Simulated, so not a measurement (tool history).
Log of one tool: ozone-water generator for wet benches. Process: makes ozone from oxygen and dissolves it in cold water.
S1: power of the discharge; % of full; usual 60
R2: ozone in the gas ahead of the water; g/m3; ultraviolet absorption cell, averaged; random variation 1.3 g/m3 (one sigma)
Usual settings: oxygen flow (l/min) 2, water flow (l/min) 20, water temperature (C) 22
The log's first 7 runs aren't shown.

{"run": 8, "hour": 549.5, "S1": 60, "oxygen flow (l/min)": 2, "water flow (l/min)": 14, "water temperature (C)": 22, "dissolved ozone (ppm)": 19, "R2": 230.9}
{"run": 9, "hour": 666.8, "S1": 60, "oxygen flow (l/min)": 2, "water flow (l/min)": 14, "water temperature (C)": 22, "dissolved ozone (ppm)": 19.3, "R2": 230.6}
{"run": 10, "hour": 747.4, "S1": 60, "oxygen flow (l/min)": 2, "water flow (l/min)": 14, "water temperature (C)": 14, "dissolved ozone (ppm)": 20.6, "R2": 230.9}
{"run": 11, "hour": 841.1, "S1": 60, "oxygen flow (l/min)": 2, "water flow (l/min)": 14, "water temperature (C)": 14, "dissolved ozone (ppm)": 20.3, "R2": 226.9}
{"run": 12, "hour": 909.8, "S1": 60, "oxygen flow (l/min)": 2, "water flow (l/min)": 14, "water temperature (C)": 14, "dissolved ozone (ppm)": 20.2, "R2": 226.9}
{"run": 13, "hour": 1032.3, "S1": 60, "oxygen flow (l/min)": 2.27, "water flow (l/min)": 20, "water temperature (C)": 22, "dissolved ozone (ppm)": 13.7, "R2": 213.1}
{"run": 14, "hour": 1127.2, "S1": 60, "oxygen flow (l/min)": 2.27, "water flow (l/min)": 20, "water temperature (C)": 22, "dissolved ozone (ppm)": 13.8, "R2": 210.6}
{"run": 15, "hour": 1202.1, "S1": 60, "oxygen flow (l/min)": 2, "water flow (l/min)": 20, "water temperature (C)": 22, "dissolved ozone (ppm)": 13.2, "R2": 226.3}
{"run": 16, "hour": 1303.7, "S1": 60, "oxygen flow (l/min)": 2, "water flow (l/min)": 20, "water temperature (C)": 22, "dissolved ozone (ppm)": 13.2, "R2": 227}
{"run": 17, "hour": 1379.1, "S1": 82, "oxygen flow (l/min)": 2.4, "water flow (l/min)": 20, "water temperature (C)": 22, "dissolved ozone (ppm)": 16.2, "R2": 240.7}
{"run": 18, "hour": 1439.5, "S1": 82, "oxygen flow (l/min)": 2.4, "water flow (l/min)": 31, "water temperature (C)": 25, "dissolved ozone (ppm)": 10.1, "R2": 243.1}
{"run": 19, "hour": 1497.2, "S1": 97, "oxygen flow (l/min)": 2.37, "water flow (l/min)": 15, "water temperature (C)": 15, "dissolved ozone (ppm)": 25, "R2": 268.8}
{"run": 20, "hour": 1589.7, "S1": 60, "oxygen flow (l/min)": 2, "water flow (l/min)": 22, "water temperature (C)": 23, "dissolved ozone (ppm)": 11.9, "R2": 227.7}
{"run": 21, "hour": 1667.8, "S1": 75, "oxygen flow (l/min)": 2, "water flow (l/min)": 15, "water temperature (C)": 15, "dissolved ozone (ppm)": 21.6, "R2": 254.3}
{"run": 22, "hour": 1773.0, "S1": 71, "oxygen flow (l/min)": 1.54, "water flow (l/min)": 17, "water temperature (C)": 15, "dissolved ozone (ppm)": 17.1, "R2": 286.8}
{"run": 23, "hour": 1892.5, "S1": 71, "oxygen flow (l/min)": 1.54, "water flow (l/min)": 12, "water temperature (C)": 27, "dissolved ozone (ppm)": 21.2, "R2": 286.6}
{"run": 24, "hour": 1993.5, "S1": 57, "oxygen flow (l/min)": 1.08, "water flow (l/min)": 21, "water temperature (C)": 23, "dissolved ozone (ppm)": 10.6, "R2": 313.4}
{"run": 25, "hour": 2063.5, "S1": 57, "oxygen flow (l/min)": 1.08, "water flow (l/min)": 21, "water temperature (C)": 23, "dissolved ozone (ppm)": 10.3, "R2": 310}
{"hour": 2126.0, "done": "contactor cleaned"}
{"run": 26, "hour": 2138.1, "S1": 57, "oxygen flow (l/min)": 1.08, "water flow (l/min)": 23, "water temperature (C)": 24, "dissolved ozone (ppm)": 9.8, "R2": 310.1}
{"run": 27, "hour": 2255.8, "S1": 57, "oxygen flow (l/min)": 1.08, "water flow (l/min)": 23, "water temperature (C)": 21, "dissolved ozone (ppm)": 10, "R2": 307.5}
{"run": 28, "hour": 2331.9, "S1": 57, "oxygen flow (l/min)": 1.08, "water flow (l/min)": 23, "water temperature (C)": 21, "dissolved ozone (ppm)": 10.1, "R2": 306.9}
{"run": 29, "hour": 2410.0, "S1": 51, "oxygen flow (l/min)": 1.52, "water flow (l/min)": 20, "water temperature (C)": 15, "dissolved ozone (ppm)": 12.4, "R2": 238.2}
{"run": 30, "hour": 2499.1, "S1": 90, "oxygen flow (l/min)": 3.22, "water flow (l/min)": 13, "water temperature (C)": 15, "dissolved ozone (ppm)": 27.2, "R2": 210.8}
{"run": 31, "hour": 2593.2, "S1": 80, "oxygen flow (l/min)": 3.22, "water flow (l/min)": 19, "water temperature (C)": 15, "dissolved ozone (ppm)": 18.7, "R2": 197}
{"run": 32, "hour": 2709.7, "S1": 80, "oxygen flow (l/min)": 3.22, "water flow (l/min)": 19, "water temperature (C)": 15, "dissolved ozone (ppm)": 18.6, "R2": 194.9}

Forecast each of these 5 alternatives for the next run:
{"run": "A", "hour": 2774.3, "S1": 60, "oxygen flow (l/min)": 2.39, "water flow (l/min)": 19, "water temperature (C)": 27, "dissolved ozone (ppm)": "?", "R2": "?"}
{"run": "B", "hour": 2774.3, "S1": 85, "oxygen flow (l/min)": 2, "water flow (l/min)": 19, "water temperature (C)": 25, "dissolved ozone (ppm)": "?", "R2": "?"}
{"run": "C", "hour": 2774.3, "S1": 73, "oxygen flow (l/min)": 3.22, "water flow (l/min)": 18, "water temperature (C)": 25, "dissolved ozone (ppm)": "?", "R2": "?"}
{"run": "D", "hour": 2774.3, "S1": 61, "oxygen flow (l/min)": 2, "water flow (l/min)": 12, "water temperature (C)": 22, "dissolved ozone (ppm)": "?", "R2": "?"}
{"run": "E", "hour": 2774.3, "S1": 80, "oxygen flow (l/min)": 2.44, "water flow (l/min)": 19, "water temperature (C)": 15, "dissolved ozone (ppm)": "?", "R2": "?"}

run=A dissolved_ozone_(ppm)=13.5 R2=199.9
run=B dissolved_ozone_(ppm)=16.5 R2=265.1
run=C dissolved_ozone_(ppm)=16.6 R2=184.6
run=D dissolved_ozone_(ppm)=21.1 R2=221.3
run=E dissolved_ozone_(ppm)=18 R2=228.3
Without the tool's hidden state the same runs would have given:
run=A dissolved_ozone_(ppm)=14.9 R2=216.4
run=B dissolved_ozone_(ppm)=18.5 R2=292.2
run=C dissolved_ozone_(ppm)=18.5 R2=201.9
run=D dissolved_ozone_(ppm)=23.3 R2=239.8
run=E dissolved_ozone_(ppm)=20.1 R2=250.9
